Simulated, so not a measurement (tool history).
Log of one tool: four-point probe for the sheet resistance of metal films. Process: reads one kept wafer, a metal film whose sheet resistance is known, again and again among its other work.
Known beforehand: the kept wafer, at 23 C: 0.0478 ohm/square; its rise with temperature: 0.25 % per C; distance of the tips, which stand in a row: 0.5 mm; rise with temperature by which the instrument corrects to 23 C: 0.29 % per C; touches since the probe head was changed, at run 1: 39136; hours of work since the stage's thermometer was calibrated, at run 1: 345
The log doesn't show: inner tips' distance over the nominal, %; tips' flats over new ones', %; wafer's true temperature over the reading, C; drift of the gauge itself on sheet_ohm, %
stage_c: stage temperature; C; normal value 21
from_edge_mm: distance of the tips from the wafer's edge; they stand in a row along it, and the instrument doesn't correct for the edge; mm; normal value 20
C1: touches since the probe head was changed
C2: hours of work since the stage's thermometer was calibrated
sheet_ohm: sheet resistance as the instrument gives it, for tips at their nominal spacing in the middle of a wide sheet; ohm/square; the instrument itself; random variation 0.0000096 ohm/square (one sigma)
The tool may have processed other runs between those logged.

{"run": 1, "day": 0.0, "stage_c": 21, "from_edge_mm": 20, "C1": 39136, "C2": 345, "sheet_ohm": 0.047928}
{"run": 2, "day": 3.362, "stage_c": 21, "from_edge_mm": 20, "C1": 42424, "C2": 382, "sheet_ohm": 0.047932}
{"run": 3, "day": 8.779, "stage_c": 30, "from_edge_mm": 20, "C1": 47725, "C2": 441, "sheet_ohm": 0.047736}
{"run": 4, "day": 11.296, "stage_c": 21, "from_edge_mm": 20, "C1": 50189, "C2": 468, "sheet_ohm": 0.047908}
{"run": 5, "day": 16.5, "stage_c": 21, "from_edge_mm": 20, "C1": 55281, "C2": 525, "sheet_ohm": 0.047895}
{"run": 6, "day": 19.325, "stage_c": 21, "from_edge_mm": 20, "C1": 58045, "C2": 556, "sheet_ohm": 0.047914}
{"run": 7, "day": 21.8, "stage_c": 21, "from_edge_mm": 27, "C1": 60466, "C2": 583, "sheet_ohm": 0.047895}
{"run": 8, "day": 25.604, "stage_c": 24, "from_edge_mm": 3, "C1": 64184, "C2": 624, "sheet_ohm": 0.048522}
{"run": 9, "day": 30.688, "stage_c": 26, "from_edge_mm": 28, "C1": 69159, "C2": 679, "sheet_ohm": 0.047787}
{"run": 10, "day": 35.05, "stage_c": 22, "from_edge_mm": 24, "C1": 73427, "C2": 727, "sheet_ohm": 0.047856}
{"run": 11, "day": 40.354, "stage_c": 22, "from_edge_mm": 24, "C1": 78617, "C2": 784, "sheet_ohm": 0.047845}
{"run": 12, "day": 43.254, "stage_c": 25, "from_edge_mm": 6, "C1": 81453, "C2": 816, "sheet_ohm": 0.04796}

Per-run results on a tool with no hidden state, each run keeping its own random variation:
run=1 sheet_ohm=0.047854
run=2 sheet_ohm=0.047862
run=3 sheet_ohm=0.047674
run=4 sheet_ohm=0.04785
run=5 sheet_ohm=0.047846
run=6 sheet_ohm=0.047868
run=7 sheet_ohm=0.047852
run=8 sheet_ohm=0.048484
run=9 sheet_ohm=0.047757
run=10 sheet_ohm=0.047831
run=11 sheet_ohm=0.047826
run=12 sheet_ohm=0.047946
